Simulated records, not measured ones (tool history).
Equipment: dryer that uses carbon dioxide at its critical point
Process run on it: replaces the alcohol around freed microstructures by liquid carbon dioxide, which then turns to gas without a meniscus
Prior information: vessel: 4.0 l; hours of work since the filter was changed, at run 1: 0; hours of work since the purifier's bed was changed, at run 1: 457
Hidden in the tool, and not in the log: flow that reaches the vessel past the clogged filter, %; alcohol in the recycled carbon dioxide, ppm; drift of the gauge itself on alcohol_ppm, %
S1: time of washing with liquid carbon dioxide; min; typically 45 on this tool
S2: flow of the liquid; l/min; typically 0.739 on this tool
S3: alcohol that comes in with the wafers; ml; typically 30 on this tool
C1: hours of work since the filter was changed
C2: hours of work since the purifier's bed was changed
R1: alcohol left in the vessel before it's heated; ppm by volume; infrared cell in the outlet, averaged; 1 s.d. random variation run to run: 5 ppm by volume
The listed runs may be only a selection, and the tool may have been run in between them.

run,hour,S1,S2,S3,C1,C2,R1
1,0.0,45,0.739,30,0,457,81
2,24.7,45,0.739,30,18,475,75
3,46.1,45,0.739,30,33,490,70
4,78.1,45,0.739,30,56,513,84
5,106.8,45,0.739,30,77,534,84
6,128.3,45,0.739,30,92,550,89
7,150.6,45,0.739,26,108,566,89
8,179.4,45,0.739,26,129,586,97
9,218.1,45,0.645,30,157,614,115
10,255.4,45,0.645,30,184,641,128
11,275.2,45,0.645,30,198,655,124
12,292.7,45,0.645,30,211,668,127
13,323.9,39,0.739,76,233,690,205
14,347.4,39,0.593,76,250,707,424
15,378.3,45,0.811,30,272,730,107
16,414.0,45,0.811,30,298,755,109
17,433.3,49,0.855,60,312,769,112
18,463.6,35,0.745,60,334,791,284
19,490.2,28,1.047,60,353,810,190
20,526.5,63,0.811,52,379,836,110
21,554.9,63,0.553,112,399,857,209
22,592.3,63,0.553,112,426,884,213
23,618.2,70,0.501,30,445,902,150

How would selected steps in R1 from run to run divide? Give the signed amount a tool lacking its hidden state would still show from settings, what came in and random variation, and the signed amount left for the hidden state, including any gauge scatter that is not in both of the compared results.
Run 13 -> 14: S2 0.739 -> 0.593. R1 +219 ppm by volume: hidden state +58, all else +161.
Run 14 -> 15: S1 39 -> 45, S2 0.593 -> 0.811, S3 76 -> 30. R1 -317 ppm by volume: hidden state -83, all else -234.
Run 17 -> 18: S1 49 -> 35, S2 0.855 -> 0.745. R1 +172 ppm by volume: hidden state +63, all else +109.

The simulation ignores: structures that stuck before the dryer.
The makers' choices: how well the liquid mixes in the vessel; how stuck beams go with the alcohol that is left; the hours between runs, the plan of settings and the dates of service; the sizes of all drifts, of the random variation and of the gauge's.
